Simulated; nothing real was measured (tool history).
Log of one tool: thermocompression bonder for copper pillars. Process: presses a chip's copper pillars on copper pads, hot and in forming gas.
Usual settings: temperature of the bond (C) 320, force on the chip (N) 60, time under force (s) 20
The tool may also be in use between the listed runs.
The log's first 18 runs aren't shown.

run,hour,temperature of the bond (C),force on the chip (N),time under force (s),hours of work since the heater was calibrated,hours of work since the force cell was calibrated,hours of work since the gas filter was changed,force that shears a chip off (N)
19,700.8,320,60,20,370,501,227,44.3
# hour 704.2: forming gas filter changed
20,751.0,320,60,20,404,535,32,44.8
21,785.5,320,43,20,427,558,55,31.0
22,811.4,315,80,55,445,576,72,78.1
23,836.5,297,64,20,462,593,89,38.8
24,865.3,314,42,16,481,612,109,26.0
25,916.7,314,42,16,516,647,144,26.4
26,962.7,314,41,50,547,678,175,40.8
27,1010.1,330,41,50,579,710,207,47.0
# hour 1043.9: forming gas filter changed
28,1043.9,327,58,42,601,733,0,60.3
29,1091.9,320,88,20,634,765,32,64.5
30,1127.4,320,88,20,658,789,56,64.9
31,1179.7,303,85,34,693,824,92,65.4
32,1224.2,346,36,20,723,854,122,32.0
33,1276.6,346,36,20,759,890,157,32.1
34,1308.7,346,60,20,780,911,179,54.5
35,1337.7,346,60,20,800,931,198,54.5

The next listed run, before its measurement:
36,1365.9,292,72,20,819,950,218,?

force that shears a chip off (N): 42.0
Without the tool's hidden state the same run would have given force that shears a chip off (N) 42.3.
